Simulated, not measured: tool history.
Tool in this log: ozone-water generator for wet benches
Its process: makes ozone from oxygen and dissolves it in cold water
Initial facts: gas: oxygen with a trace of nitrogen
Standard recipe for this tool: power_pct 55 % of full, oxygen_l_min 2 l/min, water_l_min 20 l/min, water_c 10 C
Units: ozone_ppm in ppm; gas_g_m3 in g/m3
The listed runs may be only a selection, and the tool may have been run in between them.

| run | hour | power_pct | oxygen_l_min | water_l_min | water_c | ozone_ppm | gas_g_m3 |
|---|---|---|---|---|---|---|---|
| 1 | 0 | 55 | 2 | 20 | 10 | 11.3 | 169.1 |
| 2 | 185.1 | 55 | 2 | 20 | 10 | 11.2 | 170.1 |
| 3 | 369.8 | 55 | 2 | 20 | 10 | 11.3 | 169.9 |
| 4 | 528.3 | 55 | 2 | 20 | 10 | 11.2 | 171.4 |
| 5 | 646 | 55 | 2 | 20 | 10 | 11.6 | 171.1 |
|  | 730.8 | water thermometer calibrated |
| 6 | 754.7 | 55 | 2 | 20 | 16 | 10.8 | 168.9 |
| 7 | 924.6 | 52 | 2 | 20 | 10 | 10.9 | 166.1 |
| 8 | 1075.2 | 55 | 2 | 20 | 10 | 11.5 | 172.3 |
| 9 | 1192.7 | 55 | 2 | 20 | 10 | 11.3 | 172 |
| 10 | 1344.6 | 55 | 2 | 20 | 7 | 11.4 | 171.1 |
| 11 | 1506.1 | 55 | 2 | 20 | 7 | 11.7 | 170.8 |
| 12 | 1692.2 | 57 | 2 | 20 | 7 | 11.5 | 174.7 |
| 13 | 1812 | 48 | 2 | 31 | 7 | 6.5 | 160.6 |
| 14 | 1965 | 55 | 2.03 | 20 | 10 | 11.6 | 171.5 |
| 15 | 2094.3 | 87 | 2 | 19 | 10 | 15.2 | 219.1 |
| 16 | 2227.5 | 87 | 2 | 19 | 10 | 15.1 | 218.8 |
| 17 | 2361.8 | 62 | 2 | 15 | 10 | 15.8 | 185.3 |
| 18 | 2548 | 71 | 2.69 | 20 | 11 | 13.3 | 166 |
| 19 | 2697.2 | 45 | 1.27 | 13 | 16 | 13.9 | 203.8 |

What if the next run were any one of these 3? Each begins from the tool's condition after run 19:
| A | 2876.4 | 55 | 1.27 | 17 | 7 | ? | ? |
| B | 2876.4 | 76 | 2 | 20 | 5 | ? | ? |
| C | 2876.4 | 45 | 1.27 | 13 | 6 | ? | ? |

| run | ozone_ppm | gas_g_m3 |
|---|---|---|
| A | 12.2 | 229.3 |
| B | 13.7 | 204.8 |
| C | 14.5 | 206.4 |
What these runs would have given with no unlogged condition in the tool:
| run | ozone_ppm | gas_g_m3 |
|---|---|---|
| A | 12.2 | 224.1 |
| B | 13.8 | 200.2 |
| C | 14.6 | 201.6 |
